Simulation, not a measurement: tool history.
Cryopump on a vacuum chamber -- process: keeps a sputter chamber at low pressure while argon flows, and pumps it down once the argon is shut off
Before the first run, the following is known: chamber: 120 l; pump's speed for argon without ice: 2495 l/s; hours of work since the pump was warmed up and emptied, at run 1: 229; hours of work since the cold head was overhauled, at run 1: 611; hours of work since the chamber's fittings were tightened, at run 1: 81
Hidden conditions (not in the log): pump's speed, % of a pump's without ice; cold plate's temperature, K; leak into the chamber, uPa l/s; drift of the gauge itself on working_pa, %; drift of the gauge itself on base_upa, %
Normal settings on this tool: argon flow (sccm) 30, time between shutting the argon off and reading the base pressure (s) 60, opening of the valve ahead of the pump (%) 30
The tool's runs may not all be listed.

| run | hour | argon flow (sccm) | time between shutting the argon off and reading the base pressure (s) | opening of the valve ahead of the pump (%) | hours of work since the pump was warmed up and emptied | hours of work since the cold head was overhauled | hours of work since the chamber's fittings were tightened | pressure while argon flows (Pa) | pressure after the wait (uPa) |
|---|---|---|---|---|---|---|---|---|---|
| 1 | 0.0 | 30 | 60 | 30 | 229 | 611 | 81 | 0.0702 | 0.56 |
| 2 | 34.0 | 30 | 60 | 30 | 248 | 630 | 100 | 0.0702 | 0.51 |
| 3 | 51.7 | 30 | 60 | 30 | 258 | 640 | 110 | 0.0703 | 0.55 |
| 4 | 83.6 | 30 | 60 | 30 | 276 | 658 | 128 | 0.0713 | 0.53 |
| 5 | 109.5 | 30 | 60 | 30 | 290 | 672 | 142 | 0.0711 | 0.57 |
| 6 | 144.8 | 30 | 60 | 30 | 310 | 692 | 162 | 0.0712 | 0.56 |
| 7 | 174.3 | 30 | 293 | 30 | 326 | 708 | 178 | 0.0723 | 0.34 |
| 8 | 196.3 | 36 | 60 | 30 | 338 | 720 | 190 | 0.0859 | 0.58 |
| 9 | 231.0 | 36 | 60 | 30 | 358 | 740 | 210 | 0.0862 | 0.64 |
|  | 250.8 | pump warmed up, emptied and cooled again |
| 10 | 254.3 | 47 | 78 | 16 | 2 | 750 | 220 | 0.1986 | 0.48 |
| 11 | 288.0 | 47 | 78 | 16 | 21 | 768 | 239 | 0.1996 | 0.51 |
| 12 | 308.1 | 47 | 78 | 16 | 32 | 780 | 250 | 0.1993 | 0.47 |
| 13 | 336.3 | 13 | 140 | 23 | 48 | 795 | 265 | 0.0386 | 0.43 |
| 14 | 376.6 | 13 | 140 | 23 | 70 | 818 | 288 | 0.0392 | 0.41 |

Branching from run 14: 3 alternative next runs. What would each branch give?
| A | 400.7 | 35 | 60 | 30 | 83 | 831 | 301 | ? | ? |
| B | 400.7 | 13 | 65 | 37 | 83 | 831 | 301 | ? | ? |
| C | 400.7 | 57 | 111 | 30 | 83 | 831 | 301 | ? | ? |

| run | pressure while argon flows (Pa) | pressure after the wait (uPa) |
|---|---|---|
| A | 0.0805 | 0.57 |
| B | 0.0241 | 0.57 |
| C | 0.1318 | 0.45 |
With no hidden state in the tool, these same runs would have given:
| run | pressure while argon flows (Pa) | pressure after the wait (uPa) |
|---|---|---|
| A | 0.0792 | 0.39 |
| B | 0.0236 | 0.38 |
| C | 0.1296 | 0.26 |

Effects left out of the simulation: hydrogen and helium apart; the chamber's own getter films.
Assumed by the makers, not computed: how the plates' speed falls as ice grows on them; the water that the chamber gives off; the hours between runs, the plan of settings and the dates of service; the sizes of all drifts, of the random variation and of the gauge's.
